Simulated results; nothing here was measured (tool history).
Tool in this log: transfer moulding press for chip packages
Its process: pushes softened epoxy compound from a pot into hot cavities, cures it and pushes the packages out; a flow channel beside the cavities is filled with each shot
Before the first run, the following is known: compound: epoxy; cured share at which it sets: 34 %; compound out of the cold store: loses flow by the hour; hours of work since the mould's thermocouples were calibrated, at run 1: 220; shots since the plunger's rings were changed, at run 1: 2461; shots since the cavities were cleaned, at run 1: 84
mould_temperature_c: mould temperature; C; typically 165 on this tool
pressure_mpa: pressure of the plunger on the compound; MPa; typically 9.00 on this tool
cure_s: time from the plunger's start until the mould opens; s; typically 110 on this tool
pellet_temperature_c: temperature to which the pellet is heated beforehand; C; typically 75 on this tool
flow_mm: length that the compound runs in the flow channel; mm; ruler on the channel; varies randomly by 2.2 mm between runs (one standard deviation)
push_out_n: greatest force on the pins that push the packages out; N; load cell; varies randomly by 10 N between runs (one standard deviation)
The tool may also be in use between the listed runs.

run	hour	mould_temperature_c	pressure_mpa	cure_s	pellet_temperature_c	hours of work since the mould's thermocouples were calibrated	shots since the plunger's rings were changed	shots since the cavities were cleaned	incoming compound's hours out of the cold store	flow_mm	push_out_n
1	0.0	165	9.00	110	75	220	2461	84	38.1	534	436
2	48.8	165	9.00	110	75	248	2980	603	26.0	554	455
# hour 83.8: cavities cleaned with cleaning compound and waxed
3	102.9	170	9.00	110	75	279	3540	203	17.6	556	378
4	133.5	170	9.00	110	75	297	3866	529	10.1	568	384
5	158.9	165	6.87	110	75	312	4136	799	43.7	455	455
# hour 177.4: cavities cleaned with cleaning compound and waxed
6	184.6	162	9.00	110	75	326	4394	77	46.5	524	521
7	218.5	165	9.00	110	81	346	4755	438	28.0	550	440
8	254.4	165	9.00	103	75	367	5137	820	31.3	543	523
# hour 270.0: cavities cleaned with cleaning compound and waxed
# hour 281.2: plunger's sealing rings changed
9	293.0	165	9.00	103	75	388	126	218	15.0	571	529
10	333.9	165	9.00	103	75	412	561	653	12.8	575	530
# hour 365.1: cavities cleaned with cleaning compound and waxed
11	379.8	173	9.00	103	75	438	1034	156	17.7	554	363
12	430.1	173	9.00	118	75	467	1569	691	14.9	558	364
# hour 459.5: cavities cleaned with cleaning compound and waxed
13	472.5	165	9.00	110	75	491	2004	138	29.4	549	464
14	526.7	165	9.00	110	75	523	2581	715	38.6	528	437
# hour 553.0: cavities cleaned with cleaning compound and waxed
15	566.4	165	9.00	110	75	546	2988	143	30.2	545	446
16	609.6	165	9.00	110	75	571	3447	602	23.8	558	452
# hour 645.1: cavities cleaned with cleaning compound and waxed
17	647.2	165	9.00	110	75	592	3832	23	21.8	561	458
18	697.1	165	9.00	123	79	622	4363	554	31.1	538	381
19	733.3	165	9.00	123	79	643	4748	939	24.8	551	386
# hour 739.9: cavities cleaned with cleaning compound and waxed
20	783.5	165	7.76	95	75	672	5266	463	45.5	477	563
# hour 797.8: plunger's sealing rings changed
21	830.2	172	7.76	126	75	698	345	934	45.3	470	356
# hour 834.1: cavities cleaned with cleaning compound and waxed
22	879.2	162	7.57	109	79	726	850	480	32.9	499	538
23	910.5	165	9.00	149	75	744	1184	814	23.1	558	348
# hour 925.0: cavities cleaned with cleaning compound and waxed
24	954.3	158	8.05	149	75	769	1634	312	9.4	566	414
25	996.8	158	8.05	149	75	794	2086	764	40.8	510	396
# hour 1019.0: cavities cleaned with cleaning compound and waxed
26	1027.1	158	8.05	149	75	811	2393	87	39.9	512	396
# hour 1048.8: mould's thermocouples calibrated
27	1083.6	165	7.38	109	82	20	2973	667	30.5	491	449

5 options for the next run, each taken on its own from the tool as it stands now. Forecast them:
# hour 1113.0: cavities cleaned with cleaning compound and waxed
A	1127.8	163	10.29	109	82	46	3427	157	28.9	?	?
# hour 1113.0: cavities cleaned with cleaning compound and waxed
B	1127.8	164	7.38	113	82	46	3427	157	8.9	?	?
# hour 1113.0: cavities cleaned with cleaning compound and waxed
C	1127.8	171	10.00	110	84	46	3427	157	45.9	?	?
# hour 1113.0: cavities cleaned with cleaning compound and waxed
D	1127.8	167	9.00	143	75	46	3427	157	13.6	?	?
# hour 1113.0: cavities cleaned with cleaning compound and waxed
E	1127.8	171	9.00	121	77	46	3427	157	17.3	?	?

run	flow_mm	push_out_n
A	591	471
B	529	448
C	533	371
D	567	356
E	552	350
Without the tool's unlogged condition, the same runs would have read:
run	flow_mm	push_out_n
A	591	469
B	529	446
C	533	369
D	568	355
E	552	349
